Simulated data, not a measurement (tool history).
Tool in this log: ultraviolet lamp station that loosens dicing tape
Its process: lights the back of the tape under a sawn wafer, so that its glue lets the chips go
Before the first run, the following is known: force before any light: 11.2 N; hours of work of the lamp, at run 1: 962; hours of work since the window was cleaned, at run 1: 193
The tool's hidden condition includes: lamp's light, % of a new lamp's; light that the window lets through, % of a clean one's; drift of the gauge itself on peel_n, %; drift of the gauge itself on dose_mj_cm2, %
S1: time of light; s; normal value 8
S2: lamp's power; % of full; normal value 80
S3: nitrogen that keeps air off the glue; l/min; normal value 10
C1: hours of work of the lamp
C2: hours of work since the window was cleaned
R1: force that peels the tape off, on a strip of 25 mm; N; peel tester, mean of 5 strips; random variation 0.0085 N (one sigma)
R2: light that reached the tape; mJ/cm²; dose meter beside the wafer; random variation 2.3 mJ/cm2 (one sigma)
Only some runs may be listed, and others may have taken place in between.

run,hour,S1,S2,S3,C1,C2,R1,R2
1,0,8,80,10,962,193,0.877,171
2,47.7,8,80,10,994,225,0.962,167
# hour 74.2: window cleaned of glue's vapour
3,105.3,8,80,10,1032,21,0.694,189
4,131.7,8,80,4,1050,39,1.535,183
5,161.2,8,80,4,1070,58,1.551,181
6,205.9,8,83,10,1100,88,0.719,179
7,259.3,8,68,10,1135,124,1.275,143
8,304.9,8,80,10,1166,155,0.909,163
9,346.3,8,80,5,1194,182,1.615,163
10,399,8,92,4,1229,218,1.567,179
11,426.7,5,99,19,1248,236,1.268,120
# hour 437.1: window cleaned of glue's vapour
12,453.1,5,99,19,1265,11,0.964,139
13,493.8,4,70,15,1292,38,3.036,75
14,523.5,8,89,6,1312,58,1.023,187
15,574.5,6,66,6,1346,92,3.189,100
16,631.3,6,66,6,1384,130,3.211,99
17,678.9,7,88,12,1416,162,1.007,150

Each row is a separate what-if for the run after 17, all from the same tool condition, not one after another. Results?
A,734,10,70,3,1453,199,?,?
B,734,7,68,12,1453,199,?,?
C,734,8,68,10,1453,199,?,?

run,R1,R2
A,2.268,168
B,1.842,112
C,1.611,127
With the hidden condition removed and each run's random variation left untouched, the same runs would have given:
run,R1,R2
A,0.888,268
B,0.654,179
C,0.536,204
